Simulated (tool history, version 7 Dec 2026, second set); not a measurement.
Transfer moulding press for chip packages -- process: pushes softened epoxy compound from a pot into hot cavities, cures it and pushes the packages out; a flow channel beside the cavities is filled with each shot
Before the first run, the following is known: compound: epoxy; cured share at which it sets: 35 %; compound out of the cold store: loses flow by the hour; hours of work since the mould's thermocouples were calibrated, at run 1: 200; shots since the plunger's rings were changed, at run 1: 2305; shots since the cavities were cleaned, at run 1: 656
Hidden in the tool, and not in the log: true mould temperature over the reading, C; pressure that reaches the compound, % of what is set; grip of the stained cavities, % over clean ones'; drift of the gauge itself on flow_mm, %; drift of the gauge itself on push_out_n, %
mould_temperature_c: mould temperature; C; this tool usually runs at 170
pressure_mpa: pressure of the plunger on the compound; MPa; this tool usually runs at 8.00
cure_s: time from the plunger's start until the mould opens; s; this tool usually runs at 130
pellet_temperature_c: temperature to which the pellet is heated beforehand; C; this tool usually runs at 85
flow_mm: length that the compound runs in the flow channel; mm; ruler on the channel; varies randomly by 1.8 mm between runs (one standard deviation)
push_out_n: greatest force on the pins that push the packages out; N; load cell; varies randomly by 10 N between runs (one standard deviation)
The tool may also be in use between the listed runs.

run	hour	mould_temperature_c	pressure_mpa	cure_s	pellet_temperature_c	hours of work since the mould's thermocouples were calibrated	shots since the plunger's rings were changed	shots since the cavities were cleaned	incoming compound's hours out of the cold store	flow_mm	push_out_n
1	0.0	170	8.00	130	85	200	2305	656	24.2	496	702
2	28.0	170	8.00	151	85	215	2529	880	37.6	455	615
# hour 50.5: plunger's sealing rings changed
# hour 61.3: cavities cleaned with cleaning compound and waxed
3	61.7	170	8.00	119	85	232	78	3	8.5	558	586
4	93.7	170	8.00	119	85	250	335	260	37.7	461	659
5	127.9	170	8.00	119	85	269	608	533	19.4	519	820
6	150.3	170	8.00	119	85	282	788	713	10.0	548	831
7	190.2	172	8.00	130	85	304	1108	1033	20.7	507	685
# hour 201.3: cavities cleaned with cleaning compound and waxed
8	222.5	172	8.00	130	85	321	1354	169	47.1	434	483
9	260.9	172	8.00	130	85	343	1662	477	27.7	482	583
10	301.1	172	8.00	130	85	365	1984	799	47.7	429	623
# hour 306.8: mould's thermocouples calibrated
11	329.6	172	8.00	130	85	13	2197	1012	44.8	437	694
# hour 343.5: cavities cleaned with cleaning compound and waxed
12	360.8	172	8.00	130	85	29	2434	138	16.3	519	511
13	382.1	170	8.00	130	87	41	2605	309	40.5	447	584
# hour 394.8: plunger's sealing rings changed
14	420.6	170	8.00	130	75	62	207	598	25.8	501	721
15	455.2	170	8.00	130	75	81	484	875	26.4	498	759
# hour 486.2: cavities cleaned with cleaning compound and waxed
16	492.6	170	8.00	130	80	101	771	51	39.7	457	479
17	529.3	170	8.00	130	80	122	1066	346	28.8	486	612
18	569.0	172	6.85	116	91	144	1383	663	34.2	434	726
19	589.9	164	7.31	111	80	156	1551	831	39.2	448	1473
# hour 625.8: cavities cleaned with cleaning compound and waxed
20	631.4	166	7.31	120	80	178	1872	45	13.0	519	806
21	649.2	163	7.31	120	80	188	2014	187	30.6	468	1111
22	690.1	163	7.31	120	80	211	2342	515	15.6	513	1362
23	714.6	163	7.31	120	80	225	2538	711	42.3	436	1252
# hour 733.7: plunger's sealing rings changed
24	749.7	167	6.55	162	93	243	128	972	30.6	444	632
# hour 768.6: cavities cleaned with cleaning compound and waxed
25	790.7	167	6.55	162	93	265	444	176	39.2	419	463
26	811.6	164	7.61	139	76	277	612	344	17.4	523	855
27	838.6	164	7.61	139	76	292	828	560	23.1	503	895
28	857.8	170	8.00	130	82	303	982	714	25.6	497	718
29	885.3	171	8.00	130	85	318	1203	935	17.3	522	711

3 options for the next run, each taken on its own from the tool as it stands now. Forecast them:
# hour 908.3: cavities cleaned with cleaning compound and waxed
A	908.6	171	7.71	116	85	330	1378	3	35.0	?	?
# hour 908.3: cavities cleaned with cleaning compound and waxed
B	908.6	169	8.00	130	85	330	1378	3	26.6	?	?
# hour 908.3: cavities cleaned with cleaning compound and waxed
C	908.6	170	6.69	130	85	330	1378	3	25.1	?	?

run	flow_mm	push_out_n
A	459	477
B	496	462
C	459	463
Without the tool's unlogged condition, the same runs would have read:
run	flow_mm	push_out_n
A	465	492
B	503	475
C	465	473
